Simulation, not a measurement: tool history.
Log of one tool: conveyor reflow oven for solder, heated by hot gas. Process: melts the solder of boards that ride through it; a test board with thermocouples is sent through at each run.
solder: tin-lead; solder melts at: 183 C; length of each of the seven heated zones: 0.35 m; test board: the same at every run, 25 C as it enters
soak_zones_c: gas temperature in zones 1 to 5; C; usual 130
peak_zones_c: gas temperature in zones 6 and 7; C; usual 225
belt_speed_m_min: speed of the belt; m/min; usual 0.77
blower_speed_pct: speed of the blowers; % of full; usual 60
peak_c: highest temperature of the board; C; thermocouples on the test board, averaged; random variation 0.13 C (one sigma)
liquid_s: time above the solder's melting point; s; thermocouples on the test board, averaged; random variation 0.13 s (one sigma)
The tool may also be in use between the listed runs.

{"run": 1, "hour": 0.0, "soak_zones_c": 130, "peak_zones_c": 225, "belt_speed_m_min": 0.77, "blower_speed_pct": 60, "peak_c": 201.1, "liquid_s": 25.9}
{"run": 2, "hour": 5.9, "soak_zones_c": 130, "peak_zones_c": 225, "belt_speed_m_min": 0.77, "blower_speed_pct": 79, "peak_c": 206.8, "liquid_s": 32}
{"run": 3, "hour": 12.8, "soak_zones_c": 130, "peak_zones_c": 225, "belt_speed_m_min": 0.77, "blower_speed_pct": 79, "peak_c": 207.1, "liquid_s": 32}
{"run": 4, "hour": 18.9, "soak_zones_c": 130, "peak_zones_c": 225, "belt_speed_m_min": 0.835, "blower_speed_pct": 79, "peak_c": 204.3, "liquid_s": 26.8}
{"run": 5, "hour": 24.9, "soak_zones_c": 130, "peak_zones_c": 224, "belt_speed_m_min": 0.835, "blower_speed_pct": 79, "peak_c": 203.4, "liquid_s": 26.2}
{"run": 6, "hour": 33.5, "soak_zones_c": 130, "peak_zones_c": 224, "belt_speed_m_min": 0.835, "blower_speed_pct": 79, "peak_c": 203.3, "liquid_s": 26.3}
{"run": 7, "hour": 41.1, "soak_zones_c": 130, "peak_zones_c": 225, "belt_speed_m_min": 0.77, "blower_speed_pct": 65, "peak_c": 202.8, "liquid_s": 27.8}
{"run": 8, "hour": 49.9, "soak_zones_c": 130, "peak_zones_c": 225, "belt_speed_m_min": 0.77, "blower_speed_pct": 65, "peak_c": 202.9, "liquid_s": 27.9}
{"run": 9, "hour": 55.5, "soak_zones_c": 130, "peak_zones_c": 225, "belt_speed_m_min": 0.77, "blower_speed_pct": 65, "peak_c": 202.7, "liquid_s": 27.8}
{"run": 10, "hour": 62.1, "soak_zones_c": 130, "peak_zones_c": 225, "belt_speed_m_min": 0.77, "blower_speed_pct": 65, "peak_c": 202.8, "liquid_s": 27.6}
{"run": 11, "hour": 74.0, "soak_zones_c": 130, "peak_zones_c": 225, "belt_speed_m_min": 0.77, "blower_speed_pct": 79, "peak_c": 206.8, "liquid_s": 31.8}
{"run": 12, "hour": 80.3, "soak_zones_c": 130, "peak_zones_c": 225, "belt_speed_m_min": 0.77, "blower_speed_pct": 79, "peak_c": 206.6, "liquid_s": 31.5}
{"run": 13, "hour": 88.8, "soak_zones_c": 130, "peak_zones_c": 231, "belt_speed_m_min": 0.77, "blower_speed_pct": 60, "peak_c": 205.7, "liquid_s": 29.7}
{"run": 14, "hour": 96.1, "soak_zones_c": 130, "peak_zones_c": 231, "belt_speed_m_min": 0.77, "blower_speed_pct": 60, "peak_c": 205.6, "liquid_s": 29.7}
{"run": 15, "hour": 108.2, "soak_zones_c": 130, "peak_zones_c": 225, "belt_speed_m_min": 0.78, "blower_speed_pct": 60, "peak_c": 200.5, "liquid_s": 24.9}
{"run": 16, "hour": 120.2, "soak_zones_c": 121, "peak_zones_c": 239, "belt_speed_m_min": 0.78, "blower_speed_pct": 56, "peak_c": 207.2, "liquid_s": 28.5}
{"run": 17, "hour": 129.6, "soak_zones_c": 119, "peak_zones_c": 225, "belt_speed_m_min": 0.743, "blower_speed_pct": 52, "peak_c": 195.9, "liquid_s": 19.2}
{"run": 18, "hour": 138.2, "soak_zones_c": 130, "peak_zones_c": 225, "belt_speed_m_min": 0.739, "blower_speed_pct": 60, "peak_c": 202.5, "liquid_s": 28.5}
{"run": 19, "hour": 146.2, "soak_zones_c": 130, "peak_zones_c": 225, "belt_speed_m_min": 0.665, "blower_speed_pct": 60, "peak_c": 206.1, "liquid_s": 35.9}
{"run": 20, "hour": 151.1, "soak_zones_c": 133, "peak_zones_c": 214, "belt_speed_m_min": 0.833, "blower_speed_pct": 79, "peak_c": 195.8, "liquid_s": 20.1}
{"run": 21, "hour": 157.8, "soak_zones_c": 130, "peak_zones_c": 220, "belt_speed_m_min": 0.77, "blower_speed_pct": 52, "peak_c": 193.9, "liquid_s": 17.3}
{"run": 22, "hour": 166.8, "soak_zones_c": 130, "peak_zones_c": 220, "belt_speed_m_min": 0.77, "blower_speed_pct": 52, "peak_c": 193.6, "liquid_s": 17.2}
{"run": 23, "hour": 171.9, "soak_zones_c": 137, "peak_zones_c": 225, "belt_speed_m_min": 0.654, "blower_speed_pct": 60, "peak_c": 207.9, "liquid_s": 40.6}
{"run": 24, "hour": 180.4, "soak_zones_c": 119, "peak_zones_c": 234, "belt_speed_m_min": 0.77, "blower_speed_pct": 60, "peak_c": 205.2, "liquid_s": 27}
{"run": 25, "hour": 187.6, "soak_zones_c": 119, "peak_zones_c": 234, "belt_speed_m_min": 0.77, "blower_speed_pct": 60, "peak_c": 205, "liquid_s": 26.9}
{"run": 26, "hour": 196.7, "soak_zones_c": 140, "peak_zones_c": 231, "belt_speed_m_min": 0.77, "blower_speed_pct": 74, "peak_c": 212, "liquid_s": 37.8}
{"run": 27, "hour": 208.2, "soak_zones_c": 131, "peak_zones_c": 231, "belt_speed_m_min": 0.77, "blower_speed_pct": 56, "peak_c": 203.9, "liquid_s": 28.4}
{"run": 28, "hour": 217.4, "soak_zones_c": 130, "peak_zones_c": 227, "belt_speed_m_min": 0.812, "blower_speed_pct": 60, "peak_c": 199.9, "liquid_s": 23}
{"run": 29, "hour": 225.9, "soak_zones_c": 130, "peak_zones_c": 227, "belt_speed_m_min": 0.914, "blower_speed_pct": 60, "peak_c": 195.1, "liquid_s": 15.5}
{"run": 30, "hour": 233.6, "soak_zones_c": 126, "peak_zones_c": 216, "belt_speed_m_min": 0.627, "blower_speed_pct": 73, "peak_c": 203, "liquid_s": 35.8}

Forecast each of these 3 alternatives for the next run:
{"run": "A", "hour": 240.9, "soak_zones_c": 140, "peak_zones_c": 225, "belt_speed_m_min": 0.77, "blower_speed_pct": 60, "peak_c": "?", "liquid_s": "?"}
{"run": "B", "hour": 240.9, "soak_zones_c": 126, "peak_zones_c": 216, "belt_speed_m_min": 0.627, "blower_speed_pct": 55, "peak_c": "?", "liquid_s": "?"}
{"run": "C", "hour": 240.9, "soak_zones_c": 129, "peak_zones_c": 216, "belt_speed_m_min": 0.627, "blower_speed_pct": 79, "peak_c": "?", "liquid_s": "?"}

run=A peak_c=203.1 liquid_s=30.3
run=B peak_c=198.2 liquid_s=28.4
run=C peak_c=204.3 liquid_s=38.7
Without the tool's hidden state the same runs would have given:
run=A peak_c=203.8 liquid_s=31.2
run=B peak_c=198.7 liquid_s=29.3
run=C peak_c=204.7 liquid_s=39.6
